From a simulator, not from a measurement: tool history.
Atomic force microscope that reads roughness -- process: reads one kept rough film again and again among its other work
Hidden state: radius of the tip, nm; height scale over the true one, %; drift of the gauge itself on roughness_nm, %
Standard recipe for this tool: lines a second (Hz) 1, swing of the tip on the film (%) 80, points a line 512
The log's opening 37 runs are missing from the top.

| run | hour | lines a second (Hz) | swing of the tip on the film (%) | points a line | pictures with this tip | hours of work since the height scale was calibrated | roughness of the kept film (nm (root mean square)) |
|---|---|---|---|---|---|---|---|
| 38 | 615.4 | 2.36 | 80 | 565 | 141 | 645 | 3.533 |
| 39 | 639.8 | 1 | 56 | 512 | 167 | 658 | 3.798 |
| 40 | 655.1 | 1 | 56 | 512 | 184 | 666 | 3.778 |
| 41 | 669.3 | 1 | 73 | 512 | 200 | 673 | 3.675 |
| 42 | 692.7 | 2.11 | 67 | 891 | 225 | 685 | 3.617 |
| 43 | 706.5 | 3.36 | 61 | 512 | 240 | 693 | 3.553 |
| 44 | 723.7 | 3.36 | 61 | 512 | 259 | 702 | 3.528 |
|  | 732.9 | new tip fitted |
| 45 | 746 | 2.6 | 83 | 512 | 14 | 713 | 3.694 |
| 46 | 763.9 | 2.32 | 64 | 427 | 34 | 722 | 3.931 |
| 47 | 782.3 | 2.32 | 64 | 427 | 54 | 732 | 3.892 |
| 48 | 803.5 | 1.66 | 90 | 443 | 77 | 743 | 3.626 |
| 49 | 824.7 | 2.05 | 64 | 285 | 101 | 754 | 3.835 |
| 50 | 836.9 | 2.05 | 64 | 285 | 114 | 761 | 3.822 |
| 51 | 854.3 | 2.05 | 64 | 285 | 133 | 770 | 3.748 |
| 52 | 877.9 | 2.25 | 80 | 512 | 159 | 782 | 3.528 |
| 53 | 900.1 | 0.98 | 80 | 422 | 183 | 794 | 3.66 |

Branching from run 53: 4 alternative next runs. What would each branch give?
| A | 911.9 | 1.67 | 81 | 374 | 196 | 800 | ? |
| B | 911.9 | 0.79 | 61 | 920 | 196 | 800 | ? |
| C | 911.9 | 3.38 | 80 | 868 | 196 | 800 | ? |
| D | 911.9 | 0.98 | 83 | 422 | 196 | 800 | ? |

| run | roughness of the kept film (nm (root mean square)) |
|---|---|
| A | 3.534 |
| B | 3.732 |
| C | 3.353 |
| D | 3.603 |
Stripped of hidden state, with their random variation kept, the same runs would have yielded:
| run | roughness of the kept film (nm (root mean square)) |
|---|---|
| A | 3.855 |
| B | 4.072 |
| C | 3.658 |
| D | 3.932 |
